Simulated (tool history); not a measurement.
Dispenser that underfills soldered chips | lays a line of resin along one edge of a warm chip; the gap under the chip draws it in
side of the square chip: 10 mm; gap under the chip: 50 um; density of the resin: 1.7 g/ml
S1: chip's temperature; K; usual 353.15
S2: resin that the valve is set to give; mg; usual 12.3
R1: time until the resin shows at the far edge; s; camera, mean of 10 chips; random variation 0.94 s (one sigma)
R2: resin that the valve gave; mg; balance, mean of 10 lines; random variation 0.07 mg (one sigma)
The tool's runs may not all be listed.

run 1 day=0 | S1=353.15 S2=12.3 | R1=135.7 R2=11.29
-- day=0.2 new syringe of resin
run 2 day=0.354 | S1=353.15 S2=14.7 | R1=100.3 R2=13.47
run 3 day=0.646 | S1=353.15 S2=14.7 | R1=135 R2=13.41
-- day=0.8 new syringe of resin
run 4 day=0.862 | S1=353.15 S2=14.7 | R1=88.6 R2=13.45
run 5 day=1.171 | S1=353.15 S2=14.7 | R1=122.2 R2=13.41
-- day=1.404 new syringe of resin
run 6 day=1.412 | S1=353.15 S2=14.7 | R1=85.5 R2=13.32
run 7 day=1.692 | S1=353.15 S2=14.7 | R1=112.6 R2=13.07
-- day=2.004 new syringe of resin
run 8 day=2.025 | S1=353.15 S2=14.7 | R1=85.8 R2=13.26
run 9 day=2.217 | S1=353.15 S2=14.7 | R1=103 R2=13.13
run 10 day=2.421 | S1=353.15 S2=12.3 | R1=133.1 R2=11.01
-- day=2.617 new syringe of resin
run 11 day=2.758 | S1=353.15 S2=12.3 | R1=100.7 R2=11.03
-- day=2.892 dispensing valve cleaned and set on the balance
run 12 day=3.075 | S1=353.15 S2=12.3 | R1=131.3 R2=12.27
-- day=3.275 new syringe of resin
run 13 day=3.3 | S1=353.15 S2=12.3 | R1=88.1 R2=12.07
run 14 day=3.479 | S1=353.15 S2=12.3 | R1=106 R2=12.09
run 15 day=3.767 | S1=360.15 S2=12.3 | R1=107.4 R2=12.24
-- day=3.896 new syringe of resin
run 16 day=4.104 | S1=353.15 S2=12.3 | R1=107.4 R2=12.18
-- day=4.5 new syringe of resin
run 17 day=4.5 | S1=353.15 S2=12.3 | R1=86.8 R2=12.11
run 18 day=4.779 | S1=353.15 S2=12.3 | R1=116.7 R2=12.09
run 19 day=5.029 | S1=353.15 S2=12.3 | R1=148.9 R2=11.86
-- day=5.104 new syringe of resin
run 20 day=5.375 | S1=353.15 S2=12.3 | R1=113.1 R2=11.87
-- day=5.721 new syringe of resin
run 21 day=5.771 | S1=353.15 S2=12.3 | R1=90.2 R2=11.69
run 22 day=6.025 | S1=353.15 S2=12.3 | R1=117.6 R2=11.78
-- day=6.325 new syringe of resin
run 23 day=6.362 | S1=353.15 S2=12.3 | R1=87.6 R2=11.71
run 24 day=6.638 | S1=348.15 S2=12.1 | R1=146.2 R2=11.55
-- day=6.925 new syringe of resin
run 25 day=6.992 | S1=361.15 S2=12.3 | R1=66.6 R2=11.67
run 26 day=7.171 | S1=361.15 S2=11.2 | R1=81.6 R2=10.65
run 27 day=7.333 | S1=358.15 S2=11.3 | R1=110.9 R2=10.69
run 28 day=7.5 | S1=358.15 S2=12 | R1=128.5 R2=11.28
-- day=7.533 new syringe of resin
run 29 day=7.738 | S1=358.15 S2=12 | R1=86.1 R2=11.21
run 30 day=7.912 | S1=358.15 S2=12 | R1=103.1 R2=11.23
-- day=8.138 new syringe of resin
run 31 day=8.283 | S1=356.15 S2=15.2 | R1=84.9 R2=14.3
run 32 day=8.512 | S1=356.15 S2=11.8 | R1=111.9 R2=10.99
-- day=8.738 new syringe of resin
run 33 day=8.783 | S1=357.15 S2=13.6 | R1=75.4 R2=12.53
run 34 day=9.017 | S1=353.15 S2=10.9 | R1=121.6 R2=10.01
-- day=9.346 new syringe of resin
run 35 day=9.362 | S1=353.15 S2=11.9 | R1=89 R2=10.89

Forecast each of these 5 alternatives for the next run:
run A day=9.617 | S1=367.15 S2=11.6 | R1=? R2=?
run B day=9.617 | S1=341.15 S2=13.6 | R1=? R2=?
run C day=9.617 | S1=353.15 S2=13.1 | R1=? R2=?
run D day=9.617 | S1=342.15 S2=12.6 | R1=? R2=?
run E day=9.617 | S1=355.15 S2=12.6 | R1=? R2=?

run=A R1=66.7 R2=10.67
run=B R1=182.5 R2=12.5
run=C R1=113.3 R2=11.99
run=D R1=178.8 R2=11.51
run=E R1=105 R2=11.5
Without the tool's hidden state the same runs would have given:
run=A R1=51.7 R2=11.66
run=B R1=144.5 R2=13.67
run=C R1=89.1 R2=13.11
run=D R1=140.6 R2=12.6
run=E R1=82.2 R2=12.58
